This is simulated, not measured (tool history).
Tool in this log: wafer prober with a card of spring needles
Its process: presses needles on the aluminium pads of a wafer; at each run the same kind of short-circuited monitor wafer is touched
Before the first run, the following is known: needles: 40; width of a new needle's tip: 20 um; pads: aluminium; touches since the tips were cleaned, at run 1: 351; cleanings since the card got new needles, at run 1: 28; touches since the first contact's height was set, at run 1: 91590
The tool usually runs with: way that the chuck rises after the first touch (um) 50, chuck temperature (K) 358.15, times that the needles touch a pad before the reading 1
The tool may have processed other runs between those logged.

run   hour  way that the chuck rises after the first touch (um)  chuck temperature (K)  times that the needles touch a pad before the reading  touches since the tips were cleaned  cleanings since the card got new needles  touches since the first contact's height was set  resistance of one needle with its contact and lead (mohm)  way that a needle slides on the pad (um)
  1    0.0                                                   50                 358.15                                                      1                                  351                                        28                                             91590                                                        219                                      7.30
      25.9  -- tips cleaned on abrasive film
  2   37.8                                                   50                 358.15                                                      1                                 2994                                        29                                            101041                                                        548                                      7.20
      50.5  -- tips cleaned on abrasive film
      54.7  -- height of the first contact set anew
      76.4  -- tips cleaned on abrasive film
  3   77.7                                                   50                 358.15                                                      1                                  332                                        31                                              5747                                                        217                                      7.44
      95.0  -- tips cleaned on abrasive film, once more
  4  107.0                                                   50                 358.15                                                      1                                 3021                                        32                                             13065                                                        385                                      7.46
     121.0  -- tips cleaned on abrasive film
     146.5  -- tips cleaned on abrasive film
  5  154.7                                                   60                 358.15                                                      1                                 2041                                        34                                             24948                                                        276                                      8.94
     171.0  -- tips cleaned on abrasive film
  6  187.7                                                   60                 358.15                                                      1                                 4183                                        35                                             33185                                                        334                                      8.88
     195.7  -- tips cleaned on abrasive film
     220.3  -- tips cleaned on abrasive film
  7  220.8                                                   50                 373.15                                                      1                                  122                                        37                                             41432                                                        211                                      7.35
     247.0  -- tips cleaned on abrasive film
  8  261.6                                                   50                 373.15                                                      1                                 3650                                        38                                             51612                                                        398                                      7.34
     272.9  -- tips cleaned on abrasive film
     297.4  -- tips cleaned on abrasive film
  9  306.6                                                   50                 320.15                                                      1                                 2302                                        40                                             62840                                                        351                                      7.31
     323.7  -- tips cleaned on abrasive film
 10  340.8                                                   50                 338.15                                                      1                                 4271                                        41                                             71359                                                        427                                      7.30
     349.3  -- tips cleaned on abrasive film
 11  360.0                                                   50                 358.15                                                      1                                 2673                                        42                                             76151                                                        370                                      7.30
     374.2  -- tips cleaned on abrasive film
 12  390.0                                                   50                 358.15                                                      1                                 3951                                        43                                             83626                                                        432                                      7.27
     399.6  -- tips cleaned on abrasive film
 13  421.7                                                   50                 358.15                                                      1                                 5519                                        44                                             91537                                                        485                                      7.27
     425.0  -- tips cleaned on abrasive film
     451.3  -- tips cleaned on abrasive film
 14  451.3                                                   50                 358.15                                                      1                                    0                                        46                                             98918                                                        195                                      7.25
     474.6  -- height of the first contact set anew
     477.1  -- tips cleaned on abrasive film
 15  483.6                                                   50                 358.15                                                      1                                 1639                                        47                                              2233                                                        313                                      7.46
     501.8  -- tips cleaned on abrasive film
 16  519.6                                                   50                 358.15                                                      1                                 4467                                        48                                             11232                                                        439                                      7.45
     527.6  -- tips cleaned on abrasive film
     554.8  -- tips cleaned on abrasive film
 17  562.6                                                   44                 311.15                                                      1                                 1939                                        50                                             21932                                                        402                                      6.51
     582.2  -- tips cleaned on abrasive film
 18  592.8                                                   61                 379.15                                                      3                                 2649                                        51                                             29478                                                        214                                      8.98
     606.7  -- tips cleaned on abrasive film
 19  627.9                                                   40                 308.15                                                      1                                 5295                                        52                                             38228                                                        688                                      5.90
     631.7  -- tips cleaned on abrasive film
 20  652.2                                                   31                 303.15                                                      2                                 5139                                        53                                             44300                                                        695                                      4.55
     658.4  -- tips cleaned on abrasive film
 21  682.0                                                   40                 309.15                                                      2                                 5906                                        54                                             51742                                                        481                                      5.87
     684.6  -- tips cleaned on abrasive film
 22  702.2                                                   31                 358.15                                                      1                                 4395                                        55                                             56761                                                        923                                      4.51
     710.2  -- tips cleaned on abrasive film
 23  730.1                                                   55                 310.15                                                      1                                 4973                                        56                                             63721                                                        424                                      8.09
     737.2  -- tips cleaned on abrasive film
 24  752.2                                                   67                 358.15                                                      2                                 3753                                        57                                             69229                                                        253                                      9.85
     764.4  -- tips cleaned on abrasive film
 25  777.3                                                   67                 358.15                                                      2                                 3223                                        58                                             75483                                                        239                                      9.89
     790.9  -- tips cleaned on abrasive film
 26  807.5                                                   64                 363.15                                                      1                                 4148                                        59                                             83020                                                        333                                      9.40
     817.4  -- tips cleaned on abrasive film
     842.8  -- tips cleaned on abrasive film
 27  843.3                                                   70                 358.15                                                      1                                  125                                        61                                             91940                                                        182                                     10.29
     869.1  -- tips cleaned on abrasive film
 28  877.1                                                   70                 358.15                                                      1                                 2018                                        62                                            100394                                                        251                                     10.20
     893.8  -- tips cleaned on abrasive film
     894.1  -- height of the first contact set anew
 29  901.0                                                   70                 318.15                                                      1                                 1741                                        63                                              1741                                                        236                                     10.41
     918.6  -- tips cleaned on abrasive film
 30  941.5                                                   70                 318.15                                                      1                                 5731                                        64                                             11853                                                        324                                     10.44

Branching from run 30: 3 alternative next runs. What would each branch give?
     943.7  -- tips cleaned on abrasive film
     970.8  -- tips cleaned on abrasive film
  A  981.4                                                   58                 358.15                                                      2                                 2654                                        66                                             21791                                                          ?                                         ?
     943.7  -- tips cleaned on abrasive film
     970.8  -- tips cleaned on abrasive film
  B  981.4                                                   32                 318.15                                                      1                                 2654                                        66                                             21791                                                          ?                                         ?
     943.7  -- tips cleaned on abrasive film
     970.8  -- tips cleaned on abrasive film
  C  981.4                                                   61                 360.15                                                      1                                 2654                                        66                                             21791                                                          ?                                         ?

run  resistance of one needle with its contact and lead (mohm)  way that a needle slides on the pad (um)
  A                                                        261                                      8.64
  B                                                        735                                      4.76
  C                                                        308                                      9.05
With no hidden state in the tool, these same runs would have given:
run  resistance of one needle with its contact and lead (mohm)  way that a needle slides on the pad (um)
  A                                                        157                                      8.67
  B                                                        165                                      4.79
  C                                                        153                                      9.08

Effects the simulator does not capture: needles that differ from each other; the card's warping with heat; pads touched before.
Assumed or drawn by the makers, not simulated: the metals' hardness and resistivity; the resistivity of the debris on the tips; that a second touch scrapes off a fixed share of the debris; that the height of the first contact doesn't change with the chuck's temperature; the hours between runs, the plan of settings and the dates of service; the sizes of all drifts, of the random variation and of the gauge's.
